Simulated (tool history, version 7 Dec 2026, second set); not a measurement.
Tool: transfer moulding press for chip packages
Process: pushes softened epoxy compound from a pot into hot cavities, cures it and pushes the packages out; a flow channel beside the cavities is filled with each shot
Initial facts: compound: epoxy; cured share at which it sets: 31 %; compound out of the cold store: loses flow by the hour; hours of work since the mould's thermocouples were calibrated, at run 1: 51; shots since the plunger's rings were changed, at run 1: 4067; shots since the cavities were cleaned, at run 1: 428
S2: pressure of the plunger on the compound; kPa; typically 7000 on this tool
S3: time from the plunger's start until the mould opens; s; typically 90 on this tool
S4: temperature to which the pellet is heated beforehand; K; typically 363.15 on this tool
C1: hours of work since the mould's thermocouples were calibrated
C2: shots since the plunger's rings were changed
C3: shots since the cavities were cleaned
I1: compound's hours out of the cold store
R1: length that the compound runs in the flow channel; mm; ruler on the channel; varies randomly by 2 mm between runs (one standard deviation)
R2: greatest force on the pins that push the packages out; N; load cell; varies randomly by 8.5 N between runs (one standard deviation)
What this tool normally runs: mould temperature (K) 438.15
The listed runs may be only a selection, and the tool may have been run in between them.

{"run": 1, "hour": 0.0, "mould temperature (K)": 438.15, "S2": 7000, "S3": 90, "S4": 363.15, "C1": 51, "C2": 4067, "C3": 428, "I1": 39.6, "R1": 738, "R2": 367}
{"hour": 9.3, "done": "cavities cleaned with cleaning compound and waxed"}
{"run": 2, "hour": 13.1, "mould temperature (K)": 438.15, "S2": 7000, "S3": 90, "S4": 363.15, "C1": 57, "C2": 4191, "C3": 41, "I1": 26.1, "R1": 774, "R2": 365}
{"run": 3, "hour": 25.5, "mould temperature (K)": 438.15, "S2": 7000, "S3": 90, "S4": 363.15, "C1": 65, "C2": 4324, "C3": 174, "I1": 8.1, "R1": 817, "R2": 378}
{"run": 4, "hour": 33.3, "mould temperature (K)": 438.15, "S2": 7000, "S3": 130, "S4": 363.15, "C1": 69, "C2": 4407, "C3": 257, "I1": 17.4, "R1": 794, "R2": 332}
{"run": 5, "hour": 41.7, "mould temperature (K)": 438.15, "S2": 7000, "S3": 90, "S4": 363.15, "C1": 74, "C2": 4497, "C3": 347, "I1": 28.2, "R1": 768, "R2": 388}
{"hour": 58.3, "done": "plunger's sealing rings changed"}
{"hour": 60.8, "done": "cavities cleaned with cleaning compound and waxed"}
{"run": 6, "hour": 61.0, "mould temperature (K)": 438.15, "S2": 7000, "S3": 90, "S4": 363.15, "C1": 83, "C2": 13, "C3": 2, "I1": 8.4, "R1": 815, "R2": 380}
{"run": 7, "hour": 74.7, "mould temperature (K)": 444.15, "S2": 7000, "S3": 90, "S4": 363.15, "C1": 91, "C2": 160, "C3": 149, "I1": 12.8, "R1": 776, "R2": 331}
{"run": 8, "hour": 86.1, "mould temperature (K)": 444.15, "S2": 8640, "S3": 90, "S4": 363.15, "C1": 98, "C2": 282, "C3": 271, "I1": 35.9, "R1": 801, "R2": 334}
{"run": 9, "hour": 102.7, "mould temperature (K)": 445.15, "S2": 7000, "S3": 91, "S4": 363.15, "C1": 107, "C2": 461, "C3": 450, "I1": 34.1, "R1": 723, "R2": 311}
{"hour": 109.8, "done": "cavities cleaned with cleaning compound and waxed"}
{"run": 10, "hour": 116.7, "mould temperature (K)": 444.15, "S2": 6030, "S3": 73, "S4": 363.15, "C1": 114, "C2": 594, "C3": 73, "I1": 30.0, "R1": 681, "R2": 372}
{"run": 11, "hour": 124.1, "mould temperature (K)": 439.15, "S2": 5510, "S3": 73, "S4": 363.15, "C1": 119, "C2": 673, "C3": 152, "I1": 44.1, "R1": 648, "R2": 484}

Forecast each of these 4 alternatives for the next run:
{"run": "A", "hour": 138.0, "mould temperature (K)": 439.15, "S2": 7000, "S3": 90, "S4": 363.15, "C1": 127, "C2": 822, "C3": 301, "I1": 22.7, "R1": "?", "R2": "?"}
{"run": "B", "hour": 138.0, "mould temperature (K)": 432.15, "S2": 5510, "S3": 73, "S4": 363.15, "C1": 127, "C2": 822, "C3": 301, "I1": 37.3, "R1": "?", "R2": "?"}
{"run": "C", "hour": 138.0, "mould temperature (K)": 438.15, "S2": 7000, "S3": 93, "S4": 363.15, "C1": 127, "C2": 822, "C3": 301, "I1": 25.6, "R1": "?", "R2": "?"}
{"run": "D", "hour": 138.0, "mould temperature (K)": 440.15, "S2": 7690, "S3": 105, "S4": 363.15, "C1": 127, "C2": 822, "C3": 301, "I1": 17.5, "R1": "?", "R2": "?"}

run=A R1=775 R2=372
run=B R1=688 R2=888
run=C R1=771 R2=362
run=D R1=818 R2=321
Had the tool no hidden state, the same runs would have come out as:
run=A R1=775 R2=370
run=B R1=689 R2=883
run=C R1=771 R2=360
run=D R1=819 R2=319
